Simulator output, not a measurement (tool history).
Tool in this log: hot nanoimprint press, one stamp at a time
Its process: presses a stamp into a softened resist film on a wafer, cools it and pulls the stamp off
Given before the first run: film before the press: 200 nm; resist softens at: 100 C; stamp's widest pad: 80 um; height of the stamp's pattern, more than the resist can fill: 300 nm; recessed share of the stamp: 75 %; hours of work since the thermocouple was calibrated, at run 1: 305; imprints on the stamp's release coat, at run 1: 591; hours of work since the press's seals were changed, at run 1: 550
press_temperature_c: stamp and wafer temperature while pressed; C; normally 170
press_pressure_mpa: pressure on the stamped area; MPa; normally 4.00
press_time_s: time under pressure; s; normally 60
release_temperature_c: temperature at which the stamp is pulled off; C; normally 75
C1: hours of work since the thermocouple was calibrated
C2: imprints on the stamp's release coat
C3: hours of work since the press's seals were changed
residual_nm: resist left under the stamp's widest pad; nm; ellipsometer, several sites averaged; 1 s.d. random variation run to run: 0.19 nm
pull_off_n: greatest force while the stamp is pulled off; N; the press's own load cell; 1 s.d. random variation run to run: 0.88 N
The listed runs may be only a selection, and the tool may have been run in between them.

run 1 hour=0.0 | press_temperature_c=170 press_pressure_mpa=4.00 press_time_s=60 release_temperature_c=75 | C1=305 C2=591 C3=550 | residual_nm=110.6 pull_off_n=173.0
run 2 hour=39.2 | press_temperature_c=170 press_pressure_mpa=4.00 press_time_s=60 release_temperature_c=75 | C1=323 C2=694 C3=568 | residual_nm=110.6 pull_off_n=176.4
run 3 hour=71.5 | press_temperature_c=170 press_pressure_mpa=4.00 press_time_s=60 release_temperature_c=75 | C1=338 C2=779 C3=583 | residual_nm=110.3 pull_off_n=178.1
-- hour=82.9 stamp cleaned and given a new release coat
run 4 hour=119.9 | press_temperature_c=170 press_pressure_mpa=3.57 press_time_s=60 release_temperature_c=75 | C1=357 C2=97 C3=602 | residual_nm=114.9 pull_off_n=164.5
-- hour=129.5 plate thermocouple calibrated
run 5 hour=155.0 | press_temperature_c=170 press_pressure_mpa=3.57 press_time_s=60 release_temperature_c=75 | C1=12 C2=181 C3=617 | residual_nm=112.9 pull_off_n=164.8
run 6 hour=200.7 | press_temperature_c=160 press_pressure_mpa=6.21 press_time_s=60 release_temperature_c=75 | C1=32 C2=301 C3=638 | residual_nm=121.9 pull_off_n=167.4
run 7 hour=269.6 | press_temperature_c=160 press_pressure_mpa=6.21 press_time_s=60 release_temperature_c=75 | C1=64 C2=483 C3=669 | residual_nm=121.8 pull_off_n=170.0

The next listed run, before its measurement:
-- hour=299.4 plate thermocouple calibrated, once more
run 8 hour=332.2 | press_temperature_c=174 press_pressure_mpa=5.52 press_time_s=60 release_temperature_c=72 | C1=15 C2=640 C3=696 | residual_nm=? pull_off_n=?

Run 8 came out at residual_nm 89.1 nm, pull_off_n 194.3 N.
The same run, on a tool lacking any hidden state, would have yielded residual_nm 88.0 nm, pull_off_n 183.8 N.
